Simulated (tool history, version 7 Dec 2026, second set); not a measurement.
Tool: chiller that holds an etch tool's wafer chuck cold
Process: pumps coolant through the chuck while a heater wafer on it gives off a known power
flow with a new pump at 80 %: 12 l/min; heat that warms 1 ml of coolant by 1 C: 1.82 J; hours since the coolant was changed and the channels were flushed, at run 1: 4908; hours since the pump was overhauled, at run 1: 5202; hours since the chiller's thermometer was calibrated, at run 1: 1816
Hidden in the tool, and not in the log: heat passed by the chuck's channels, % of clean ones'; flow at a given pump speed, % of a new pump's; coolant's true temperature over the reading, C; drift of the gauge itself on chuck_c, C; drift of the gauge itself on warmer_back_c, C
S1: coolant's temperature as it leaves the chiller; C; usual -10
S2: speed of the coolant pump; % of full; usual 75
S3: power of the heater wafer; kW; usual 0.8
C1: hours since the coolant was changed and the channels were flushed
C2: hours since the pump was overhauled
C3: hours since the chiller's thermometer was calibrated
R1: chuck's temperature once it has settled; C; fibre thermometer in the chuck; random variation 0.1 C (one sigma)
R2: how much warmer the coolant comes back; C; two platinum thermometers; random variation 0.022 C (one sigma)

Run 1, hour 0: usual settings; C1 4908; C2 5202; C3 1816. Result: R1 -0.5 C, R2 2.33 C.
Run 2, hour 77.3: usual settings; C1 4985; C2 5279; C3 1894. Result: R1 -0.4 C, R2 2.36 C.
Run 3, hour 182.5: usual settings; C1 5091; C2 5385; C3 1999. Result: R1 -0.6 C, R2 2.35 C.
Run 4, hour 261.9: usual settings; C1 5170; C2 5464; C3 2078. Result: R1 -0.6 C, R2 2.33 C.
Run 5, hour 387.6: usual settings; C1 5296; C2 5590; C3 2204. Result: R1 -0.4 C, R2 2.33 C.
Run 6, hour 507.3: usual settings; C1 5415; C2 5709; C3 2324. Result: R1 -0.4 C, R2 2.35 C.
Run 7, hour 662.5: usual settings; C1 5571; C2 5865; C3 2479. Result: R1 -0.5 C, R2 2.32 C.
Run 8, hour 742.2: usual settings but S1 0 C; C1 5650; C2 5944; C3 2558. Result: R1 9.4 C, R2 2.37 C.
Run 9, hour 851.4: usual settings but S2 99 % of full; C1 5760; C2 6054; C3 2668. Result: R1 -2.7 C, R2 1.75 C.
Run 10, hour 952.1: usual settings but S2 99 % of full; C1 5860; C2 6154; C3 2768. Result: R1 -2.6 C, R2 1.78 C.
Run 11, hour 1085.3: usual settings; C1 5993; C2 6287; C3 2902. Result: R1 -0.5 C, R2 2.35 C.
Run 12, hour 1194.6: usual settings; C1 6103; C2 6397; C3 3011. Result: R1 -0.6 C, R2 2.36 C.
Run 13, hour 1300.5: usual settings; C1 6209; C2 6503; C3 3117. Result: R1 -0.6 C, R2 2.34 C.
At hour 1371.2: coolant changed, channels flushed.
Run 14, hour 1388.2: usual settings; C1 17; C2 6584; C3 3198. Result: R1 -0.5 C, R2 2.37 C.
Run 15, hour 1546: usual settings but S3 0.649 kW; C1 175; C2 6742; C3 3356. Result: R1 -2.4 C, R2 1.91 C.
Run 16, hour 1675.7: usual settings but S3 0.663 kW; C1 304; C2 6872; C3 3486. Result: R1 -2.2 C, R2 1.93 C.
Run 17, hour 1778.6: usual settings but S1 -1 C; C1 407; C2 6975; C3 3589. Result: R1 8.5 C, R2 2.36 C.
Run 18, hour 1905.5: usual settings but S1 -17 C, S2 82 % of full, S3 0.411 kW; C1 534; C2 7102; C3 3716. Result: R1 -12.7 C, R2 1.1 C.
Run 19, hour 2048.7: usual settings but S1 -17 C, S2 82 % of full, S3 0.411 kW; C1 677; C2 7245; C3 3859. Result: R1 -12.4 C, R2 1.1 C.
Run 20, hour 2160: usual settings but S1 -17 C, S2 82 % of full, S3 0.411 kW; C1 789; C2 7356; C3 3970. Result: R1 -12.6 C, R2 1.12 C.
Run 21, hour 2271.6: usual settings but S1 -11 C, S2 82 % of full, S3 0.53 kW; C1 900; C2 7468; C3 4082. Result: R1 -5.2 C, R2 1.45 C.
Run 22, hour 2386.9: usual settings but S1 -1 C, S2 91 % of full, S3 0.881 kW; C1 1016; C2 7583; C3 4197. Result: R1 7.6 C, R2 2.12 C.
Run 23, hour 2533.4: usual settings but S1 -4 C, S2 91 % of full, S3 0.865 kW; C1 1162; C2 7730; C3 4344. Result: R1 4.6 C, R2 2.09 C.
Run 24, hour 2664.6: usual settings but S2 66 % of full, S3 0.76 kW; C1 1293; C2 7861; C3 4475. Result: R1 0.3 C, R2 2.52 C.
Run 25, hour 2781.1: usual settings but S2 92 % of full; C1 1410; C2 7977; C3 4591. Result: R1 -2.2 C, R2 1.88 C.
Run 26, hour 2916.2: usual settings but S1 -4 C, S2 92 % of full; C1 1545; C2 8112; C3 4726. Result: R1 3.8 C, R2 1.88 C.
Run 27, hour 2991.4: usual settings but S1 -17 C, S2 99 % of full, S3 0.769 kW; C1 1620; C2 8188; C3 4802. Result: R1 -10 C, R2 1.7 C.

Forecast run 28:
Run 28, hour 3122.6: usual settings but S1 -4 C, S2 67 % of full; C1 1751; C2 8319; C3 4933. Result: R1 ?, R2 ?.

Run 28 gave R1 6.5 C, R2 2.64 C.
Without the tool's hidden state the same run would have given R1 6.5 C, R2 2.64 C.

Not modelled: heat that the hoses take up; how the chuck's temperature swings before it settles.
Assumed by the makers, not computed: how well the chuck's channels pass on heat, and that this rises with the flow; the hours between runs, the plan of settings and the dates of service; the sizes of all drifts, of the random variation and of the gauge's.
